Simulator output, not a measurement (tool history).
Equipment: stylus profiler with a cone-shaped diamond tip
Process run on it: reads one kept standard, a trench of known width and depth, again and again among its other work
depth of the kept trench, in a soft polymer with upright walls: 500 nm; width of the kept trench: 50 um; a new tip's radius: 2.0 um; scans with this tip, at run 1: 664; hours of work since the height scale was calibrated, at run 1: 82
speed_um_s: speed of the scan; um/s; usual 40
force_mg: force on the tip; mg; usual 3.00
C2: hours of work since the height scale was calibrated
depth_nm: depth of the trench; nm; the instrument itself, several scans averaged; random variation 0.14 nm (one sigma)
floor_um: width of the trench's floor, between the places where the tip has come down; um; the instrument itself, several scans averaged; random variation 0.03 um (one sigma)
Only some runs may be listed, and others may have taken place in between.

{"run": 1, "hour": 0.0, "speed_um_s": 40, "force_mg": 3.0, "scans with this tip": 664, "C2": 82, "depth_nm": 508.72, "floor_um": 47.19}
{"run": 2, "hour": 11.5, "speed_um_s": 40, "force_mg": 3.0, "scans with this tip": 731, "C2": 90, "depth_nm": 508.62, "floor_um": 47.17}
{"run": 3, "hour": 20.2, "speed_um_s": 40, "force_mg": 3.55, "scans with this tip": 781, "C2": 97, "depth_nm": 509.4, "floor_um": 47.18}
{"run": 4, "hour": 36.1, "speed_um_s": 40, "force_mg": 3.55, "scans with this tip": 874, "C2": 108, "depth_nm": 509.85, "floor_um": 47.23}
{"run": 5, "hour": 51.2, "speed_um_s": 40, "force_mg": 2.74, "scans with this tip": 961, "C2": 119, "depth_nm": 507.92, "floor_um": 47.14}
{"run": 6, "hour": 59.2, "speed_um_s": 138, "force_mg": 3.0, "scans with this tip": 1007, "C2": 125, "depth_nm": 508.81, "floor_um": 46.88}
{"run": 7, "hour": 74.8, "speed_um_s": 138, "force_mg": 3.0, "scans with this tip": 1098, "C2": 136, "depth_nm": 508.63, "floor_um": 46.9}
{"run": 8, "hour": 84.3, "speed_um_s": 40, "force_mg": 3.02, "scans with this tip": 1153, "C2": 143, "depth_nm": 508.87, "floor_um": 47.14}
{"run": 9, "hour": 98.4, "speed_um_s": 40, "force_mg": 3.02, "scans with this tip": 1235, "C2": 153, "depth_nm": 508.67, "floor_um": 47.16}
{"run": 10, "hour": 112.1, "speed_um_s": 40, "force_mg": 8.28, "scans with this tip": 1315, "C2": 163, "depth_nm": 517.06, "floor_um": 47.25}
{"run": 11, "hour": 126.8, "speed_um_s": 40, "force_mg": 8.28, "scans with this tip": 1400, "C2": 173, "depth_nm": 517.08, "floor_um": 47.2}
{"run": 12, "hour": 142.5, "speed_um_s": 40, "force_mg": 8.28, "scans with this tip": 1491, "C2": 184, "depth_nm": 516.97, "floor_um": 47.21}
{"run": 13, "hour": 151.5, "speed_um_s": 40, "force_mg": 8.28, "scans with this tip": 1543, "C2": 191, "depth_nm": 517.32, "floor_um": 47.2}
{"run": 14, "hour": 165.8, "speed_um_s": 40, "force_mg": 1.62, "scans with this tip": 1626, "C2": 201, "depth_nm": 505.97, "floor_um": 47.09}
{"run": 15, "hour": 182.2, "speed_um_s": 105, "force_mg": 1.62, "scans with this tip": 1721, "C2": 213, "depth_nm": 505.81, "floor_um": 46.81}
{"run": 16, "hour": 189.7, "speed_um_s": 105, "force_mg": 1.62, "scans with this tip": 1765, "C2": 218, "depth_nm": 505.82, "floor_um": 46.81}
{"run": 17, "hour": 203.4, "speed_um_s": 105, "force_mg": 1.62, "scans with this tip": 1844, "C2": 228, "depth_nm": 505.89, "floor_um": 46.79}
{"run": 18, "hour": 219.4, "speed_um_s": 105, "force_mg": 2.79, "scans with this tip": 1937, "C2": 240, "depth_nm": 508.41, "floor_um": 46.93}
{"run": 19, "hour": 228.4, "speed_um_s": 105, "force_mg": 2.79, "scans with this tip": 1990, "C2": 246, "depth_nm": 508.28, "floor_um": 46.85}
{"run": 20, "hour": 238.9, "speed_um_s": 105, "force_mg": 2.79, "scans with this tip": 2050, "C2": 253, "depth_nm": 508.27, "floor_um": 46.89}
{"run": 21, "hour": 254.6, "speed_um_s": 46, "force_mg": 3.0, "scans with this tip": 2142, "C2": 265, "depth_nm": 508.75, "floor_um": 47.1}
{"run": 22, "hour": 269.2, "speed_um_s": 104, "force_mg": 3.0, "scans with this tip": 2226, "C2": 275, "depth_nm": 508.87, "floor_um": 46.84}
{"run": 23, "hour": 278.2, "speed_um_s": 40, "force_mg": 3.0, "scans with this tip": 2279, "C2": 282, "depth_nm": 508.79, "floor_um": 47.08}
{"run": 24, "hour": 289.8, "speed_um_s": 40, "force_mg": 3.0, "scans with this tip": 2346, "C2": 290, "depth_nm": 508.94, "floor_um": 47.13}
{"run": 25, "hour": 303.7, "speed_um_s": 42, "force_mg": 7.97, "scans with this tip": 2426, "C2": 300, "depth_nm": 516.59, "floor_um": 47.1}
{"run": 26, "hour": 313.3, "speed_um_s": 87, "force_mg": 8.6, "scans with this tip": 2482, "C2": 307, "depth_nm": 517.62, "floor_um": 47.04}
{"run": 27, "hour": 321.5, "speed_um_s": 94, "force_mg": 5.71, "scans with this tip": 2529, "C2": 313, "depth_nm": 513.57, "floor_um": 47.0}
{"run": 28, "hour": 335.4, "speed_um_s": 10, "force_mg": 5.71, "scans with this tip": 2610, "C2": 323, "depth_nm": 513.34, "floor_um": 47.15}
{"hour": 337.4, "done": "height scale calibrated on a step standard"}
{"run": 29, "hour": 348.3, "speed_um_s": 24, "force_mg": 1.13, "scans with this tip": 2682, "C2": 8, "depth_nm": 504.68, "floor_um": 47.02}
{"run": 30, "hour": 358.9, "speed_um_s": 24, "force_mg": 1.13, "scans with this tip": 2744, "C2": 15, "depth_nm": 505.07, "floor_um": 47.06}
{"run": 31, "hour": 367.5, "speed_um_s": 24, "force_mg": 1.13, "scans with this tip": 2794, "C2": 22, "depth_nm": 505.11, "floor_um": 47.08}
{"run": 32, "hour": 377.1, "speed_um_s": 39, "force_mg": 1.13, "scans with this tip": 2850, "C2": 29, "depth_nm": 504.81, "floor_um": 46.96}
{"hour": 379.6, "done": "height scale calibrated on a step standard, once more"}
{"run": 33, "hour": 386.9, "speed_um_s": 65, "force_mg": 6.02, "scans with this tip": 2904, "C2": 5, "depth_nm": 513.54, "floor_um": 47.04}
{"run": 34, "hour": 398.5, "speed_um_s": 16, "force_mg": 3.0, "scans with this tip": 2971, "C2": 14, "depth_nm": 508.54, "floor_um": 47.11}
{"run": 35, "hour": 408.2, "speed_um_s": 28, "force_mg": 5.39, "scans with this tip": 3027, "C2": 21, "depth_nm": 512.56, "floor_um": 47.09}
{"run": 36, "hour": 421.8, "speed_um_s": 127, "force_mg": 1.27, "scans with this tip": 3106, "C2": 30, "depth_nm": 504.93, "floor_um": 46.59}
{"run": 37, "hour": 432.1, "speed_um_s": 145, "force_mg": 3.45, "scans with this tip": 3165, "C2": 38, "depth_nm": 509.37, "floor_um": 46.77}
{"run": 38, "hour": 441.2, "speed_um_s": 145, "force_mg": 3.45, "scans with this tip": 3218, "C2": 44, "depth_nm": 509.67, "floor_um": 46.75}
{"run": 39, "hour": 450.5, "speed_um_s": 101, "force_mg": 1.23, "scans with this tip": 3272, "C2": 51, "depth_nm": 504.59, "floor_um": 46.69}
{"run": 40, "hour": 460.9, "speed_um_s": 101, "force_mg": 1.23, "scans with this tip": 3333, "C2": 58, "depth_nm": 504.78, "floor_um": 46.65}
{"run": 41, "hour": 473.1, "speed_um_s": 31, "force_mg": 1.36, "scans with this tip": 3404, "C2": 67, "depth_nm": 505.11, "floor_um": 47.02}
{"run": 42, "hour": 487.7, "speed_um_s": 31, "force_mg": 1.36, "scans with this tip": 3488, "C2": 78, "depth_nm": 505.11, "floor_um": 47.01}
{"run": 43, "hour": 497.1, "speed_um_s": 47, "force_mg": 5.93, "scans with this tip": 3543, "C2": 84, "depth_nm": 513.68, "floor_um": 47.02}
{"run": 44, "hour": 513.7, "speed_um_s": 21, "force_mg": 3.0, "scans with this tip": 3639, "C2": 96, "depth_nm": 508.6, "floor_um": 47.05}
{"run": 45, "hour": 530.3, "speed_um_s": 21, "force_mg": 3.0, "scans with this tip": 3736, "C2": 108, "depth_nm": 508.67, "floor_um": 47.04}
{"run": 46, "hour": 538.2, "speed_um_s": 21, "force_mg": 3.0, "scans with this tip": 3781, "C2": 114, "depth_nm": 508.62, "floor_um": 47.02}
{"run": 47, "hour": 548.7, "speed_um_s": 40, "force_mg": 8.4, "scans with this tip": 3842, "C2": 121, "depth_nm": 517.34, "floor_um": 46.99}

Results for each run, recomputed without the tool's hidden state and with each run's random variation untouched:
Hidden conditions of the tool in this case: radius of the tip, um; height scale over the true one, %; drift of the gauge itself on depth_nm, %; drift of the gauge itself on floor_um, %.
run=1 depth_nm=508.65 floor_um=47.24
run=2 depth_nm=508.54 floor_um=47.23
run=3 depth_nm=509.32 floor_um=47.24
run=4 depth_nm=509.76 floor_um=47.29
run=5 depth_nm=507.82 floor_um=47.21
run=6 depth_nm=508.70 floor_um=46.95
run=7 depth_nm=508.51 floor_um=46.98
run=8 depth_nm=508.75 floor_um=47.22
run=9 depth_nm=508.54 floor_um=47.25
run=10 depth_nm=516.92 floor_um=47.34
run=11 depth_nm=516.93 floor_um=47.30
run=12 depth_nm=516.81 floor_um=47.31
run=13 depth_nm=517.15 floor_um=47.31
run=14 depth_nm=505.80 floor_um=47.21
run=15 depth_nm=505.63 floor_um=46.93
run=16 depth_nm=505.63 floor_um=46.94
run=17 depth_nm=505.69 floor_um=46.92
run=18 depth_nm=508.21 floor_um=47.07
run=19 depth_nm=508.07 floor_um=46.99
run=20 depth_nm=508.05 floor_um=47.04
run=21 depth_nm=508.52 floor_um=47.25
run=22 depth_nm=508.63 floor_um=46.99
run=23 depth_nm=508.55 floor_um=47.24
run=24 depth_nm=508.69 floor_um=47.29
run=25 depth_nm=516.33 floor_um=47.27
run=26 depth_nm=517.36 floor_um=47.21
run=27 depth_nm=513.30 floor_um=47.18
run=28 depth_nm=513.06 floor_um=47.33
run=29 depth_nm=504.29 floor_um=47.21
run=30 depth_nm=504.68 floor_um=47.25
run=31 depth_nm=504.71 floor_um=47.27
run=32 depth_nm=504.40 floor_um=47.16
run=33 depth_nm=513.47 floor_um=47.24
run=34 depth_nm=508.47 floor_um=47.31
run=35 depth_nm=512.48 floor_um=47.30
run=36 depth_nm=504.85 floor_um=46.81
run=37 depth_nm=509.27 floor_um=46.99
run=38 depth_nm=509.57 floor_um=46.97
run=39 depth_nm=504.49 floor_um=46.91
run=40 depth_nm=504.68 floor_um=46.88
run=41 depth_nm=504.99 floor_um=47.25
run=42 depth_nm=504.98 floor_um=47.25
run=43 depth_nm=513.54 floor_um=47.26
run=44 depth_nm=508.45 floor_um=47.30
run=45 depth_nm=508.52 floor_um=47.30
run=46 depth_nm=508.46 floor_um=47.28
run=47 depth_nm=517.18 floor_um=47.25
